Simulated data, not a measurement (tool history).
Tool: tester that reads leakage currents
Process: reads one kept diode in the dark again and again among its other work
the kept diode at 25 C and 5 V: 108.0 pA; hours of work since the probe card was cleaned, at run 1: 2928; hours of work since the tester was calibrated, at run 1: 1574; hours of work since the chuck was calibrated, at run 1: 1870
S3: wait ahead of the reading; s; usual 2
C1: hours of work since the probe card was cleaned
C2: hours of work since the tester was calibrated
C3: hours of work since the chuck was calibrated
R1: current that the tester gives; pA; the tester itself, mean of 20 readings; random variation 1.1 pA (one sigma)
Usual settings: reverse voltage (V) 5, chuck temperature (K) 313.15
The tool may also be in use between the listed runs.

Run 1, hour 0: usual settings; C1 2928; C2 1574; C3 1870. Result: R1 347.41 pA.
Run 2, hour 198.4: usual settings; C1 3012; C2 1658; C3 1954. Result: R1 348.39 pA.
At hour 324.1: chuck's temperature calibrated.
Run 3, hour 382.1: usual settings but S3 1.92 s; C1 3090; C2 1735; C3 25. Result: R1 367.38 pA.
At hour 486.6: probe card cleaned and baked.
Run 4, hour 565.6: usual settings but reverse voltage (V) 18.37, S3 1.92 s; C1 34; C2 1812; C3 101. Result: R1 747.79 pA.
Run 5, hour 695.8: usual settings but S3 1.13 s; C1 89; C2 1867; C3 157. Result: R1 353.76 pA.
Run 6, hour 929.2: usual settings but S3 1.13 s; C1 188; C2 1967; C3 256. Result: R1 352.22 pA.
Run 7, hour 1106.1: usual settings but S3 1.13 s; C1 263; C2 2042; C3 331. Result: R1 351.35 pA.
Run 8, hour 1338: usual settings but S3 1.13 s; C1 362; C2 2140; C3 429. Result: R1 353.19 pA.
At hour 1502.8: tester calibrated.
Run 9, hour 1553.8: usual settings but S3 1.13 s; C1 452; C2 22; C3 520. Result: R1 355.79 pA.
Run 10, hour 1663: usual settings; C1 499; C2 68; C3 567. Result: R1 355.87 pA.
Run 11, hour 1889.6: usual settings; C1 595; C2 164; C3 663. Result: R1 353.5 pA.
Run 12, hour 2028.5: usual settings but S3 6.95 s; C1 654; C2 223; C3 722. Result: R1 351.23 pA.
Run 13, hour 2249.4: usual settings but S3 6.95 s; C1 748; C2 317; C3 816. Result: R1 350.6 pA.
Run 14, hour 2355.5: usual settings but S3 6.95 s; C1 793; C2 362; C3 861. Result: R1 351.64 pA.
Run 15, hour 2545.8: usual settings but S3 6.95 s; C1 874; C2 443; C3 942. Result: R1 349.29 pA.
Run 16, hour 2693.3: usual settings but S3 6.95 s; C1 937; C2 506; C3 1004. Result: R1 349.59 pA.
Run 17, hour 2821.1: usual settings but S3 6.95 s; C1 991; C2 560; C3 1059. Result: R1 351.07 pA.
Run 18, hour 3024.1: usual settings but S3 2.37 s; C1 1077; C2 646; C3 1145. Result: R1 348.35 pA.
Run 19, hour 3203.2: usual settings but S3 2.37 s; C1 1153; C2 722; C3 1221. Result: R1 349.27 pA.
Run 20, hour 3326.2: usual settings but S3 2.37 s; C1 1205; C2 775; C3 1273. Result: R1 348.56 pA.
Run 21, hour 3430.9: usual settings but S3 2.37 s; C1 1250; C2 819; C3 1318. Result: R1 348.2 pA.
Run 22, hour 3546: usual settings but reverse voltage (V) 3.93, S3 9.56 s; C1 1299; C2 868; C3 1367. Result: R1 302.52 pA.
Run 23, hour 3752.1: usual settings but chuck temperature (K) 312.15, S3 0.93 s; C1 1386; C2 956; C3 1454. Result: R1 322.58 pA.
Run 24, hour 3953.3: usual settings but reverse voltage (V) 4.78, chuck temperature (K) 314.15; C1 1472; C2 1041; C3 1540. Result: R1 363.54 pA.
Run 25, hour 4138.1: usual settings but chuck temperature (K) 299.15; C1 1550; C2 1120; C3 1618. Result: R1 117.59 pA.
Run 26, hour 4341.2: usual settings but reverse voltage (V) 14.39, S3 0.31 s; C1 1637; C2 1206; C3 1704. Result: R1 653.72 pA.
Run 27, hour 4452: usual settings but reverse voltage (V) 14.39, S3 0.31 s; C1 1684; C2 1253; C3 1751. Result: R1 652.54 pA.
Run 28, hour 4619.2: usual settings but chuck temperature (K) 302.15, S3 8.07 s; C1 1755; C2 1324; C3 1823. Result: R1 148.15 pA.
Run 29, hour 4828.3: usual settings but reverse voltage (V) 5.74, chuck temperature (K) 315.15, S3 0.82 s; C1 1844; C2 1413; C3 1911. Result: R1 433.74 pA.
Run 30, hour 5031.6: usual settings but reverse voltage (V) 7.72, chuck temperature (K) 315.15, S3 0.82 s; C1 1930; C2 1499; C3 1998. Result: R1 515.81 pA.
At hour 5050.9: chuck's temperature calibrated.
Run 31, hour 5185.2: usual settings but reverse voltage (V) 14.05, chuck temperature (K) 308.15, S3 3.04 s; C1 1994; C2 1563; C3 57. Result: R1 456.92 pA.
Run 32, hour 5368.4: usual settings but reverse voltage (V) 14.05, chuck temperature (K) 319.15, S3 0.41 s; C1 2072; C2 1641; C3 135. Result: R1 1029.28 pA.
Run 33, hour 5573.5: usual settings but reverse voltage (V) 14.05, chuck temperature (K) 319.15, S3 0.41 s; C1 2159; C2 1728; C3 222. Result: R1 1032.35 pA.
Run 34, hour 5715.6: usual settings but reverse voltage (V) 14.05, chuck temperature (K) 319.15, S3 0.42 s; C1 2220; C2 1789; C3 282. Result: R1 1025.88 pA.
Run 35, hour 5882.5: usual settings but reverse voltage (V) 9.64, chuck temperature (K) 300.15; C1 2291; C2 1860; C3 353. Result: R1 200.6 pA.
Run 36, hour 6008.4: usual settings but reverse voltage (V) 10.04, chuck temperature (K) 307.15; C1 2344; C2 1913; C3 407. Result: R1 348.59 pA.
Run 37, hour 6120.7: usual settings but reverse voltage (V) 10.04, chuck temperature (K) 307.15; C1 2392; C2 1961; C3 454. Result: R1 346.47 pA.
Run 38, hour 6268.8: usual settings but reverse voltage (V) 1.43, S3 2.07 s; C1 2455; C2 2024; C3 517. Result: R1 173.01 pA.
Run 39, hour 6451.9: usual settings but reverse voltage (V) 4.81, chuck temperature (K) 300.15; C1 2532; C2 2102; C3 595. Result: R1 131.55 pA.

Hidden state or all else? Some run-to-run changes of R1, split into what the settings, what came in and random variation would give without the hidden state, and what is left for the hidden state (with any gauge scatter that isn't in both results):
The hidden state here: stray current of the dirty probe card, pA a volt; current scale over the true one, %; true chuck temperature over the reading, C; drift of the gauge itself on leakage_pa, %.
Run 2 -> 3: S3 2 -> 1.92, chuck's temperature calibrated. R1 +18.99 pA: hidden state +19.15, all else -0.16.
Run 3 -> 4: reverse voltage (V) 5 -> 18.37, probe card cleaned and baked. R1 +380.41 pA: hidden state -19.13, all else +399.54.
Run 25 -> 26: reverse voltage (V) 5 -> 14.39, chuck temperature (K) 299.15 -> 313.15, S3 2 -> 0.31. R1 +536.13 pA: hidden state -17.56, all else +553.69.
Run 30 -> 31: reverse voltage (V) 7.72 -> 14.05, chuck temperature (K) 315.15 -> 308.15, S3 0.82 -> 3.04, chuck's temperature calibrated. R1 -58.89 pA: hidden state +39.66, all else -98.55.
Run 31 -> 32: chuck temperature (K) 308.15 -> 319.15, S3 3.04 -> 0.41. R1 +572.36 pA: hidden state -9.55, all else +581.91.
Run 34 -> 35: reverse voltage (V) 14.05 -> 9.64, chuck temperature (K) 319.15 -> 300.15, S3 0.42 -> 2. R1 -825.28 pA: hidden state +9.35, all else -834.63.
